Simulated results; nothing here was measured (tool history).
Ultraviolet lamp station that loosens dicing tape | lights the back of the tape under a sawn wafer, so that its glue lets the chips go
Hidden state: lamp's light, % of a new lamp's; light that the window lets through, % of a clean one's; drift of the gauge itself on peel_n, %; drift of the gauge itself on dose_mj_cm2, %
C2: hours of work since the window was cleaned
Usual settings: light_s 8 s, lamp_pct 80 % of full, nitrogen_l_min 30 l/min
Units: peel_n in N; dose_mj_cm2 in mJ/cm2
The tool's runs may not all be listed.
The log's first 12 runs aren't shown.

{"run": 13, "hour": 718.2, "light_s": 8, "lamp_pct": 80, "nitrogen_l_min": 30, "hours of work of the lamp": 1373, "C2": 25, "peel_n": 0.612, "dose_mj_cm2": 408}
{"run": 14, "hour": 800.5, "light_s": 8, "lamp_pct": 80, "nitrogen_l_min": 30, "hours of work of the lamp": 1409, "C2": 61, "peel_n": 0.636, "dose_mj_cm2": 407}
{"run": 15, "hour": 862.2, "light_s": 8, "lamp_pct": 80, "nitrogen_l_min": 30, "hours of work of the lamp": 1436, "C2": 88, "peel_n": 0.646, "dose_mj_cm2": 406}
{"run": 16, "hour": 944.3, "light_s": 8, "lamp_pct": 80, "nitrogen_l_min": 30, "hours of work of the lamp": 1472, "C2": 124, "peel_n": 0.644, "dose_mj_cm2": 405}
{"run": 17, "hour": 1025.4, "light_s": 8, "lamp_pct": 80, "nitrogen_l_min": 30, "hours of work of the lamp": 1507, "C2": 160, "peel_n": 0.648, "dose_mj_cm2": 412}
{"run": 18, "hour": 1080.1, "light_s": 8, "lamp_pct": 80, "nitrogen_l_min": 20, "hours of work of the lamp": 1531, "C2": 183, "peel_n": 0.769, "dose_mj_cm2": 410}
{"run": 19, "hour": 1136.1, "light_s": 4, "lamp_pct": 62, "nitrogen_l_min": 30, "hours of work of the lamp": 1556, "C2": 208, "peel_n": 2.492, "dose_mj_cm2": 159}
{"run": 20, "hour": 1215.2, "light_s": 4, "lamp_pct": 62, "nitrogen_l_min": 30, "hours of work of the lamp": 1590, "C2": 243, "peel_n": 2.557, "dose_mj_cm2": 157}
{"run": 21, "hour": 1266.9, "light_s": 7, "lamp_pct": 80, "nitrogen_l_min": 13, "hours of work of the lamp": 1613, "C2": 265, "peel_n": 1.123, "dose_mj_cm2": 356}
{"run": 22, "hour": 1330.2, "light_s": 8, "lamp_pct": 80, "nitrogen_l_min": 21, "hours of work of the lamp": 1641, "C2": 293, "peel_n": 0.754, "dose_mj_cm2": 410}
{"run": 23, "hour": 1379.3, "light_s": 15, "lamp_pct": 80, "nitrogen_l_min": 12, "hours of work of the lamp": 1662, "C2": 315, "peel_n": 0.312, "dose_mj_cm2": 756}
{"run": 24, "hour": 1452.4, "light_s": 8, "lamp_pct": 86, "nitrogen_l_min": 13, "hours of work of the lamp": 1694, "C2": 347, "peel_n": 0.79, "dose_mj_cm2": 435}
{"hour": 1460.6, "done": "window cleaned of glue's vapour"}
{"run": 25, "hour": 1526.0, "light_s": 6, "lamp_pct": 86, "nitrogen_l_min": 37, "hours of work of the lamp": 1726, "C2": 29, "peel_n": 0.874, "dose_mj_cm2": 327}
{"run": 26, "hour": 1606.4, "light_s": 6, "lamp_pct": 86, "nitrogen_l_min": 37, "hours of work of the lamp": 1762, "C2": 64, "peel_n": 0.894, "dose_mj_cm2": 329}
{"run": 27, "hour": 1672.3, "light_s": 11, "lamp_pct": 86, "nitrogen_l_min": 37, "hours of work of the lamp": 1791, "C2": 93, "peel_n": 0.314, "dose_mj_cm2": 609}
{"run": 28, "hour": 1712.1, "light_s": 4, "lamp_pct": 77, "nitrogen_l_min": 40, "hours of work of the lamp": 1808, "C2": 110, "peel_n": 1.83, "dose_mj_cm2": 193}
{"run": 29, "hour": 1794.5, "light_s": 4, "lamp_pct": 97, "nitrogen_l_min": 28, "hours of work of the lamp": 1844, "C2": 146, "peel_n": 1.571, "dose_mj_cm2": 250}
{"hour": 1810.1, "done": "lamp changed"}
{"run": 30, "hour": 1871.3, "light_s": 4, "lamp_pct": 97, "nitrogen_l_min": 28, "hours of work of the lamp": 27, "C2": 180, "peel_n": 1.437, "dose_mj_cm2": 250}
{"run": 31, "hour": 1955.9, "light_s": 6, "lamp_pct": 74, "nitrogen_l_min": 23, "hours of work of the lamp": 64, "C2": 217, "peel_n": 1.281, "dose_mj_cm2": 289}
{"run": 32, "hour": 2023.3, "light_s": 7, "lamp_pct": 80, "nitrogen_l_min": 30, "hours of work of the lamp": 93, "C2": 246, "peel_n": 0.81, "dose_mj_cm2": 358}
{"run": 33, "hour": 2088.8, "light_s": 12, "lamp_pct": 79, "nitrogen_l_min": 11, "hours of work of the lamp": 122, "C2": 275, "peel_n": 0.492, "dose_mj_cm2": 606}
{"run": 34, "hour": 2168.8, "light_s": 10, "lamp_pct": 99, "nitrogen_l_min": 11, "hours of work of the lamp": 157, "C2": 310, "peel_n": 0.459, "dose_mj_cm2": 635}
{"run": 35, "hour": 2213.8, "light_s": 10, "lamp_pct": 99, "nitrogen_l_min": 11, "hours of work of the lamp": 177, "C2": 330, "peel_n": 0.443, "dose_mj_cm2": 638}
{"hour": 2256.0, "done": "window cleaned of glue's vapour"}
{"run": 36, "hour": 2264.1, "light_s": 8, "lamp_pct": 79, "nitrogen_l_min": 50, "hours of work of the lamp": 199, "C2": 4, "peel_n": 0.579, "dose_mj_cm2": 402}

Forecast each of these 3 alternatives for the next run:
{"run": "A", "hour": 2305.6, "light_s": 8, "lamp_pct": 80, "nitrogen_l_min": 17, "hours of work of the lamp": 217, "C2": 22, "peel_n": "?", "dose_mj_cm2": "?"}
{"run": "B", "hour": 2305.6, "light_s": 8, "lamp_pct": 79, "nitrogen_l_min": 50, "hours of work of the lamp": 217, "C2": 22, "peel_n": "?", "dose_mj_cm2": "?"}
{"run": "C", "hour": 2305.6, "light_s": 5, "lamp_pct": 61, "nitrogen_l_min": 11, "hours of work of the lamp": 217, "C2": 22, "peel_n": "?", "dose_mj_cm2": "?"}

run=A peel_n=0.813 dose_mj_cm2=409
run=B peel_n=0.562 dose_mj_cm2=403
run=C peel_n=2.495 dose_mj_cm2=197
Without the tool's hidden state the same runs would have given:
run=A peel_n=0.811 dose_mj_cm2=409
run=B peel_n=0.561 dose_mj_cm2=403
run=C peel_n=2.493 dose_mj_cm2=197
